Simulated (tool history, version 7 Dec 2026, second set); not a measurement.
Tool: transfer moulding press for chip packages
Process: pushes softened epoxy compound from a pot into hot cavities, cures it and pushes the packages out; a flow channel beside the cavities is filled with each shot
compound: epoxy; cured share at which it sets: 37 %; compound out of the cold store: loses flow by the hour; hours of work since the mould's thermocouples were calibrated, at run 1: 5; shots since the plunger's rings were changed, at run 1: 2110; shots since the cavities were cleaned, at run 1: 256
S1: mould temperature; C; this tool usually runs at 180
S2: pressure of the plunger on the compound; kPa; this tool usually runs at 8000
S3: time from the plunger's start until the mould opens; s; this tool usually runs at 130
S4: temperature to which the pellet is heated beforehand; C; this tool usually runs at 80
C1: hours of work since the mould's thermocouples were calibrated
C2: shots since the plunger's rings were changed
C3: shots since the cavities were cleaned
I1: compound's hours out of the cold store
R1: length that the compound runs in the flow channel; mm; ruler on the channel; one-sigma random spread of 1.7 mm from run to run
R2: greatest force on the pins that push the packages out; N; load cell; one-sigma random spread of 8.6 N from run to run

{"run": 1, "hour": 0.0, "S1": 180, "S2": 8000, "S3": 130, "S4": 80, "C1": 5, "C2": 2110, "C3": 256, "I1": 41.5, "R1": 478, "R2": 363}
{"run": 2, "hour": 10.7, "S1": 180, "S2": 8000, "S3": 130, "S4": 80, "C1": 13, "C2": 2224, "C3": 370, "I1": 35.8, "R1": 488, "R2": 394}
{"run": 3, "hour": 17.9, "S1": 180, "S2": 8000, "S3": 130, "S4": 80, "C1": 18, "C2": 2300, "C3": 446, "I1": 9.1, "R1": 535, "R2": 381}
{"run": 4, "hour": 28.1, "S1": 180, "S2": 8000, "S3": 136, "S4": 80, "C1": 25, "C2": 2407, "C3": 553, "I1": 39.6, "R1": 480, "R2": 360}
{"run": 5, "hour": 33.1, "S1": 180, "S2": 8000, "S3": 136, "S4": 80, "C1": 28, "C2": 2461, "C3": 607, "I1": 26.8, "R1": 504, "R2": 370}
{"hour": 38.6, "done": "cavities cleaned with cleaning compound and waxed"}
{"run": 6, "hour": 45.7, "S1": 180, "S2": 8000, "S3": 136, "S4": 80, "C1": 36, "C2": 2578, "C3": 75, "I1": 29.0, "R1": 501, "R2": 364}
{"run": 7, "hour": 54.3, "S1": 180, "S2": 8000, "S3": 136, "S4": 80, "C1": 42, "C2": 2669, "C3": 166, "I1": 8.9, "R1": 532, "R2": 366}
{"run": 8, "hour": 62.0, "S1": 180, "S2": 7270, "S3": 130, "S4": 80, "C1": 47, "C2": 2751, "C3": 248, "I1": 20.0, "R1": 492, "R2": 368}
{"run": 9, "hour": 67.4, "S1": 180, "S2": 8000, "S3": 130, "S4": 80, "C1": 51, "C2": 2808, "C3": 305, "I1": 36.8, "R1": 488, "R2": 360}
{"run": 10, "hour": 76.9, "S1": 180, "S2": 8000, "S3": 130, "S4": 80, "C1": 58, "C2": 2909, "C3": 406, "I1": 12.1, "R1": 524, "R2": 394}
{"run": 11, "hour": 85.7, "S1": 180, "S2": 8000, "S3": 130, "S4": 80, "C1": 64, "C2": 3002, "C3": 499, "I1": 19.4, "R1": 515, "R2": 367}
{"run": 12, "hour": 95.5, "S1": 180, "S2": 8000, "S3": 116, "S4": 80, "C1": 71, "C2": 3104, "C3": 601, "I1": 11.4, "R1": 526, "R2": 462}
{"hour": 101.7, "done": "cavities cleaned with cleaning compound and waxed"}
{"run": 13, "hour": 108.6, "S1": 180, "S2": 8000, "S3": 116, "S4": 80, "C1": 79, "C2": 3228, "C3": 74, "I1": 9.9, "R1": 532, "R2": 472}
{"run": 14, "hour": 117.4, "S1": 180, "S2": 7020, "S3": 116, "S4": 74, "C1": 85, "C2": 3321, "C3": 167, "I1": 43.2, "R1": 445, "R2": 428}
{"run": 15, "hour": 122.7, "S1": 188, "S2": 8000, "S3": 128, "S4": 78, "C1": 89, "C2": 3377, "C3": 223, "I1": 28.4, "R1": 486, "R2": 301}
{"run": 16, "hour": 130.8, "S1": 188, "S2": 8000, "S3": 128, "S4": 78, "C1": 94, "C2": 3463, "C3": 309, "I1": 27.2, "R1": 492, "R2": 310}
{"run": 17, "hour": 141.3, "S1": 184, "S2": 8000, "S3": 128, "S4": 75, "C1": 101, "C2": 3574, "C3": 420, "I1": 28.3, "R1": 493, "R2": 328}
{"run": 18, "hour": 153.2, "S1": 184, "S2": 8000, "S3": 128, "S4": 75, "C1": 110, "C2": 3700, "C3": 546, "I1": 8.3, "R1": 528, "R2": 327}
{"hour": 164.7, "done": "cavities cleaned with cleaning compound and waxed"}
{"run": 19, "hour": 164.7, "S1": 177, "S2": 8000, "S3": 165, "S4": 80, "C1": 117, "C2": 3805, "C3": 0, "I1": 28.1, "R1": 503, "R2": 335}
{"run": 20, "hour": 174.3, "S1": 177, "S2": 8000, "S3": 165, "S4": 80, "C1": 123, "C2": 3907, "C3": 102, "I1": 33.2, "R1": 497, "R2": 340}
{"run": 21, "hour": 179.3, "S1": 180, "S2": 8000, "S3": 130, "S4": 89, "C1": 127, "C2": 3959, "C3": 154, "I1": 23.3, "R1": 507, "R2": 373}
{"run": 22, "hour": 186.0, "S1": 180, "S2": 8000, "S3": 142, "S4": 80, "C1": 132, "C2": 4031, "C3": 226, "I1": 26.5, "R1": 506, "R2": 358}

Branching from run 22: 3 alternative next runs. What would each branch give?
{"run": "A", "hour": 191.9, "S1": 181, "S2": 6790, "S3": 142, "S4": 81, "C1": 136, "C2": 4093, "C3": 288, "I1": 17.9, "R1": "?", "R2": "?"}
{"run": "B", "hour": 191.9, "S1": 180, "S2": 6440, "S3": 126, "S4": 89, "C1": 136, "C2": 4093, "C3": 288, "I1": 43.4, "R1": "?", "R2": "?"}
{"run": "C", "hour": 191.9, "S1": 180, "S2": 9470, "S3": 142, "S4": 80, "C1": 136, "C2": 4093, "C3": 288, "I1": 35.5, "R1": "?", "R2": "?"}

run=A R1=476 R2=337
run=B R1=430 R2=390
run=C R1=531 R2=338
The same runs, with their run-to-run variation unchanged, on a tool lacking any hidden condition would have given:
run=A R1=476 R2=334
run=B R1=430 R2=387
run=C R1=531 R2=336
